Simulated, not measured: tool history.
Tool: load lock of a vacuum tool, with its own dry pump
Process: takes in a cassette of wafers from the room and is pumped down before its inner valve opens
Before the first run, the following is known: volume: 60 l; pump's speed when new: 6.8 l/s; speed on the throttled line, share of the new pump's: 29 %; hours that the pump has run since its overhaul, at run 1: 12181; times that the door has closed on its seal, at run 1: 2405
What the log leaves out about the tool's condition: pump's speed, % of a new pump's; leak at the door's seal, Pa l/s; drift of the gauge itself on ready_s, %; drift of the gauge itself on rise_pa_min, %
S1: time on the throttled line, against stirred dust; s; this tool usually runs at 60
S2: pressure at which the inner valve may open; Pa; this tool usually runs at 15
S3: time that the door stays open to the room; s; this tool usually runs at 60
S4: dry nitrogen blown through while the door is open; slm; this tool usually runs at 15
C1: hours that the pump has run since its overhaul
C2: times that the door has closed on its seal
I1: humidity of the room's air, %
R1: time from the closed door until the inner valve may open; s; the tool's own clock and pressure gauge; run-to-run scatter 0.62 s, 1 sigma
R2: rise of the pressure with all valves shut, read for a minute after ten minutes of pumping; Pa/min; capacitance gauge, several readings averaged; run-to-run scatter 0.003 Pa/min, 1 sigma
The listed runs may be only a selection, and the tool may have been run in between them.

Run 1, hour 0.0: usual settings; C1 12181; C2 2405; I1 45.1. Result: R1 120.3 s, R2 0.045 Pa/min.
Run 2, hour 202.6: usual settings; C1 12383; C2 2732; I1 45.3. Result: R1 120.5 s, R2 0.036 Pa/min.
Run 3, hour 404.7: usual settings; C1 12585; C2 3057; I1 45.8. Result: R1 120.9 s, R2 0.044 Pa/min.
Run 4, hour 529.1: usual settings but S4 12 slm; C1 12710; C2 3258; I1 45.6. Result: R1 121.7 s, R2 0.050 Pa/min.
Run 5, hour 735.2: usual settings but S4 12 slm; C1 12916; C2 3590; I1 40.8. Result: R1 120.5 s, R2 0.046 Pa/min.
Run 6, hour 930.8: usual settings but S1 93 s, S3 145 s, S4 35 slm; C1 13111; C2 3905; I1 43.7. Result: R1 143.9 s, R2 0.039 Pa/min.
Run 7, hour 1115.4: usual settings but S1 93 s, S3 145 s, S4 35 slm; C1 13296; C2 4202; I1 42.5. Result: R1 144.7 s, R2 0.042 Pa/min.
Run 8, hour 1312.3: usual settings but S1 44 s, S3 145 s, S4 35 slm; C1 13493; C2 4519; I1 45.7. Result: R1 110.2 s, R2 0.038 Pa/min.
Run 9, hour 1416.7: usual settings but S1 61 s, S2 27 Pa, S3 167 s; C1 13597; C2 4687; I1 44.2. Result: R1 117.3 s, R2 0.056 Pa/min.
Run 10, hour 1573.3: usual settings but S2 10 Pa; C1 13754; C2 4940; I1 46.2. Result: R1 124.6 s, R2 0.048 Pa/min.

Here are 3 independent what-if runs from the current tool condition. What would each one return?
Run A, hour 1768.1: usual settings but S2 28 Pa, S4 23 slm; C1 13949; C2 5254; I1 42.9. Result: R1 ?, R2 ?.
Run B, hour 1768.1: usual settings but S1 51 s, S2 20 Pa; C1 13949; C2 5254; I1 42.5. Result: R1 ?, R2 ?.
Run C, hour 1768.1: usual settings but S1 106 s, S2 27 Pa, S4 12 slm; C1 13949; C2 5254; I1 40.1. Result: R1 ?, R2 ?.

run     R1     R2
  A  114.3  0.038
  B  111.4  0.042
  C  147.8  0.040
The same runs, with their run-to-run variation unchanged, on a tool lacking any hidden condition would have given:
run     R1     R2
  A  114.3  0.038
  B  111.4  0.042
  C  147.8  0.040

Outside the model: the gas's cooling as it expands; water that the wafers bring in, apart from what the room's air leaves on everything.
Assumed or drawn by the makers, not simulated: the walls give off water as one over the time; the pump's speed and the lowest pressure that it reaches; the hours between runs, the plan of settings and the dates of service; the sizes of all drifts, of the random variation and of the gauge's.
